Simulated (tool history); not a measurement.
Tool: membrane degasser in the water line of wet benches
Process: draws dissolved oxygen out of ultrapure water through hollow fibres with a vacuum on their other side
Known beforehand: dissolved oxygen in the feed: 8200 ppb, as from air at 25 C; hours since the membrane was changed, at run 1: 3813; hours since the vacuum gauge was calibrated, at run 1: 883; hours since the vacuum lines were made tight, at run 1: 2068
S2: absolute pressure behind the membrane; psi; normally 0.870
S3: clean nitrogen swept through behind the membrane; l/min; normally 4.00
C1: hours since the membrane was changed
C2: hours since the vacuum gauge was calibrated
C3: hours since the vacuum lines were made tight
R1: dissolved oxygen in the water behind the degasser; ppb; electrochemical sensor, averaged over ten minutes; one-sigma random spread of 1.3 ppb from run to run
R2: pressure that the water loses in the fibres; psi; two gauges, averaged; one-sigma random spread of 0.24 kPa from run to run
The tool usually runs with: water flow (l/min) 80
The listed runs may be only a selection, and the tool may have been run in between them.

Run 1, hour 0.0: usual settings; C1 3813; C2 883; C3 2068. Result: R1 132.6 ppb, R2 9.251 psi.
Run 2, hour 111.7: usual settings but S2 2.039 psi; C1 3924; C2 994; C3 2180. Result: R1 470.4 ppb, R2 9.294 psi.
Run 3, hour 242.4: usual settings but S2 2.039 psi; C1 4055; C2 1125; C3 2311. Result: R1 474.7 ppb, R2 9.323 psi.
Run 4, hour 378.8: usual settings but S2 2.039 psi; C1 4191; C2 1261; C3 2447. Result: R1 466.2 ppb, R2 9.323 psi.
Run 5, hour 523.4: usual settings; C1 4336; C2 1406; C3 2592. Result: R1 130.8 ppb, R2 9.280 psi.
Run 6, hour 667.1: usual settings but S2 0.828 psi; C1 4480; C2 1550; C3 2735. Result: R1 120.3 ppb, R2 9.361 psi.
Run 7, hour 795.5: usual settings but S2 0.828 psi; C1 4608; C2 1678; C3 2864. Result: R1 120.4 ppb, R2 9.297 psi.
Run 8, hour 883.4: usual settings but S2 0.828 psi; C1 4696; C2 1766; C3 2952. Result: R1 121.5 ppb, R2 9.248 psi.
Run 9, hour 1010.5: usual settings but S2 0.828 psi; C1 4823; C2 1893; C3 3079. Result: R1 118.7 ppb, R2 9.290 psi.
Run 10, hour 1153.3: usual settings but S2 0.828 psi; C1 4966; C2 2036; C3 3222. Result: R1 121.4 ppb, R2 9.309 psi.
Run 11, hour 1273.7: usual settings; C1 5086; C2 2156; C3 3342. Result: R1 135.5 ppb, R2 9.320 psi.
Run 12, hour 1418.6: usual settings; C1 5231; C2 2301; C3 3487. Result: R1 134.6 ppb, R2 9.339 psi.
Run 13, hour 1519.6: usual settings; C1 5332; C2 2402; C3 3588. Result: R1 134.7 ppb, R2 9.264 psi.
Run 14, hour 1621.7: usual settings but water flow (l/min) 82, S2 0.590 psi; C1 5434; C2 2504; C3 3690. Result: R1 50.9 ppb, R2 9.570 psi.
Run 15, hour 1735.2: usual settings but water flow (l/min) 82, S2 0.590 psi; C1 5548; C2 2618; C3 3803. Result: R1 51.0 ppb, R2 9.591 psi.
Run 16, hour 1889.1: usual settings but water flow (l/min) 72, S2 1.255 psi, S3 12.00 l/min; C1 5702; C2 2772; C3 3957. Result: R1 87.6 ppb, R2 8.401 psi.
At hour 1898.1: vacuum gauge calibrated.
Run 17, hour 2023.6: usual settings but water flow (l/min) 59, S2 1.310 psi, S3 6.13 l/min; C1 5836; C2 125; C3 4091. Result: R1 139.2 ppb, R2 6.921 psi.
Run 18, hour 2175.3: usual settings but S2 0.943 psi, S3 3.95 l/min; C1 5987; C2 277; C3 4243. Result: R1 160.8 ppb, R2 9.396 psi.
Run 19, hour 2307.2: usual settings but S2 0.943 psi, S3 3.95 l/min; C1 6119; C2 409; C3 4375. Result: R1 159.5 ppb, R2 9.390 psi.
Run 20, hour 2467.9: usual settings but S2 0.943 psi, S3 3.95 l/min; C1 6280; C2 570; C3 4536. Result: R1 165.1 ppb, R2 9.400 psi.
Run 21, hour 2582.7: usual settings but S3 10.69 l/min; C1 6395; C2 685; C3 4650. Result: R1 60.3 ppb, R2 9.372 psi.
At hour 2667.5: vacuum gauge calibrated, once more.
Run 22, hour 2698.7: usual settings but water flow (l/min) 74, S2 0.882 psi, S3 4.34 l/min; C1 6510; C2 31; C3 4766. Result: R1 116.0 ppb, R2 8.718 psi.
Run 23, hour 2869.8: usual settings but water flow (l/min) 77, S2 0.882 psi, S3 10.36 l/min; C1 6681; C2 202; C3 4937. Result: R1 60.7 ppb, R2 9.126 psi.
Run 24, hour 2941.1: usual settings but S3 3.29 l/min; C1 6753; C2 274; C3 5008. Result: R1 155.5 ppb, R2 9.404 psi.
Run 25, hour 3098.7: usual settings but S3 3.29 l/min; C1 6910; C2 431; C3 5166. Result: R1 155.2 ppb, R2 9.465 psi.
Run 26, hour 3226.7: usual settings but water flow (l/min) 58, S2 1.555 psi, S3 3.29 l/min; C1 7038; C2 559; C3 5294. Result: R1 293.5 ppb, R2 6.828 psi.

Here are 4 independent what-if runs from the current tool condition. What would each one return?
Run A, hour 3396.3: usual settings but water flow (l/min) 88, S2 1.944 psi, S3 3.67 l/min; C1 7208; C2 729; C3 5463. Result: R1 ?, R2 ?.
Run B, hour 3396.3: usual settings but water flow (l/min) 60, S2 0.579 psi; C1 7208; C2 729; C3 5463. Result: R1 ?, R2 ?.
Run C, hour 3396.3: usual settings but water flow (l/min) 110; C1 7208; C2 729; C3 5463. Result: R1 ?, R2 ?.
Run D, hour 3396.3: usual settings but water flow (l/min) 63, S2 1.555 psi, S3 3.29 l/min; C1 7208; C2 729; C3 5463. Result: R1 ?, R2 ?.

run     R1      R2
  A  527.6  10.344
  B   32.7   7.060
  C  181.0  12.948
  D  318.4   7.448
With the hidden condition removed and each run's random variation left untouched, the same runs would have given:
run     R1      R2
  A  522.9   9.935
  B   30.5   6.782
  C  175.6  12.437
  D  314.9   7.153
